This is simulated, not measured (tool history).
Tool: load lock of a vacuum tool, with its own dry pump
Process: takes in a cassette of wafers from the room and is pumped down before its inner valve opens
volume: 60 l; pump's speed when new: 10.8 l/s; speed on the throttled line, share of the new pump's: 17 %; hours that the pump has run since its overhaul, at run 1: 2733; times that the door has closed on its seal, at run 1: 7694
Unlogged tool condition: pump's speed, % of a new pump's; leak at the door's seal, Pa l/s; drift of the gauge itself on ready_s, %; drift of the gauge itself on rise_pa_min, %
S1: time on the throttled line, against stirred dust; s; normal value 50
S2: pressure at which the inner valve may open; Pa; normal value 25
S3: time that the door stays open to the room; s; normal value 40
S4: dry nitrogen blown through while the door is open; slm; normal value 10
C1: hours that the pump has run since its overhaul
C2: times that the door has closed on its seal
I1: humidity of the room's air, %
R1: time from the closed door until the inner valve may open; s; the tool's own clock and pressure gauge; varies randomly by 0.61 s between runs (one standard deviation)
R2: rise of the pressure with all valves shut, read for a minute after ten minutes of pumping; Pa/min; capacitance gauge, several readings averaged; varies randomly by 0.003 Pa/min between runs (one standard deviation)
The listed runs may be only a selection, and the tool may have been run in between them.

Run 1, hour 0.0: usual settings; C1 2733; C2 7694; I1 47.7. Result: R1 87.7 s, R2 0.120 Pa/min.
Run 2, hour 91.7: usual settings but S1 28 s; C1 2824; C2 7993; I1 44.7. Result: R1 71.8 s, R2 0.129 Pa/min.
Run 3, hour 195.8: usual settings; C1 2928; C2 8332; I1 45.0. Result: R1 89.9 s, R2 0.140 Pa/min.
Run 4, hour 255.9: usual settings but S3 47 s; C1 2988; C2 8527; I1 42.5. Result: R1 89.2 s, R2 0.141 Pa/min.
Run 5, hour 344.0: usual settings but S3 47 s; C1 3076; C2 8814; I1 43.8. Result: R1 88.7 s, R2 0.148 Pa/min.
Run 6, hour 444.0: usual settings but S1 29 s; C1 3177; C2 9140; I1 39.2. Result: R1 72.1 s, R2 0.144 Pa/min.
Run 7, hour 547.1: usual settings but S1 29 s; C1 3280; C2 9475; I1 45.6. Result: R1 72.0 s, R2 0.158 Pa/min.
Run 8, hour 671.3: usual settings but S1 29 s; C1 3404; C2 9880; I1 46.1. Result: R1 72.4 s, R2 0.165 Pa/min.
Run 9, hour 762.8: usual settings but S1 29 s; C1 3495; C2 10177; I1 42.7. Result: R1 71.9 s, R2 0.168 Pa/min.
Run 10, hour 880.4: usual settings but S1 29 s; C1 3613; C2 10560; I1 48.6. Result: R1 71.1 s, R2 0.179 Pa/min.
Run 11, hour 994.3: usual settings; C1 3727; C2 10931; I1 41.8. Result: R1 89.4 s, R2 0.186 Pa/min.
Run 12, hour 1118.6: usual settings but S1 27 s; C1 3851; C2 11335; I1 45.0. Result: R1 70.4 s, R2 0.196 Pa/min.
Run 13, hour 1212.9: usual settings but S1 27 s; C1 3945; C2 11642; I1 46.9. Result: R1 70.6 s, R2 0.203 Pa/min.
Run 14, hour 1269.3: usual settings but S1 27 s; C1 4002; C2 11826; I1 47.9. Result: R1 71.7 s, R2 0.206 Pa/min.
Run 15, hour 1397.5: usual settings; C1 4130; C2 12243; I1 44.2. Result: R1 89.9 s, R2 0.209 Pa/min.

What does the tool deliver on the next run?
Run 16, hour 1474.4: usual settings but S2 33 Pa, S4 5 slm; C1 4207; C2 12494; I1 44.9. Result: R1 ?, R2 ?.

{"run 16": {"R1": 87.7, "R2": 0.23}}
Without the tool's hidden state the same run would have given R1 85.8 s, R2 0.037 Pa/min.

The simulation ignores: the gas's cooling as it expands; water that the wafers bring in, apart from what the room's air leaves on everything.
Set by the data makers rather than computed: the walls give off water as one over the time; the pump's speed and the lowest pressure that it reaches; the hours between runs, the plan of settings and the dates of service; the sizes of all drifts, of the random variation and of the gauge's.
